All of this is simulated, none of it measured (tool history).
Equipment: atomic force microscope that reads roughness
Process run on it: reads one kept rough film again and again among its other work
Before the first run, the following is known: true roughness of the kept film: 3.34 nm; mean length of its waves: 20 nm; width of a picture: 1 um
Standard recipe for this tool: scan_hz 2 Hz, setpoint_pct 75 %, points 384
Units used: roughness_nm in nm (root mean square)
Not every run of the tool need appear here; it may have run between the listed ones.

run	hour	scan_hz	setpoint_pct	points	roughness_nm
1	0	2	75	384	1.544
2	5.5	2	75	384	1.497
3	11.3	2	75	384	1.454
4	20.8	2	75	384	1.386
# hour 25: new tip fitted
5	28.2	2	75	384	2.174
6	37.6	2	75	274	1.984
# hour 39.1: height scale calibrated on a step standard
7	45.2	1.92	60	466	2.067
8	55.2	1.19	64	783	1.928
9	60.3	1.19	64	783	1.869
10	71	1.19	64	783	1.761
11	78.7	1.19	64	783	1.679
12	86.3	1.19	64	783	1.604

A few steps of roughness_nm between consecutive runs. Split each: what settings, incoming material and random variation would produce without the hidden state, and what is left over for the hidden state, along with gauge scatter present in only one of the two compared results (measured, and without hidden state):
Hidden state present: radius of the tip, nm; height scale over the true one, %; drift of the gauge itself on roughness_nm, %.
Run 4 -> 5: new tip fitted. roughness_nm +0.788 nm (root mean square): hidden state +0.794, all else -0.006.

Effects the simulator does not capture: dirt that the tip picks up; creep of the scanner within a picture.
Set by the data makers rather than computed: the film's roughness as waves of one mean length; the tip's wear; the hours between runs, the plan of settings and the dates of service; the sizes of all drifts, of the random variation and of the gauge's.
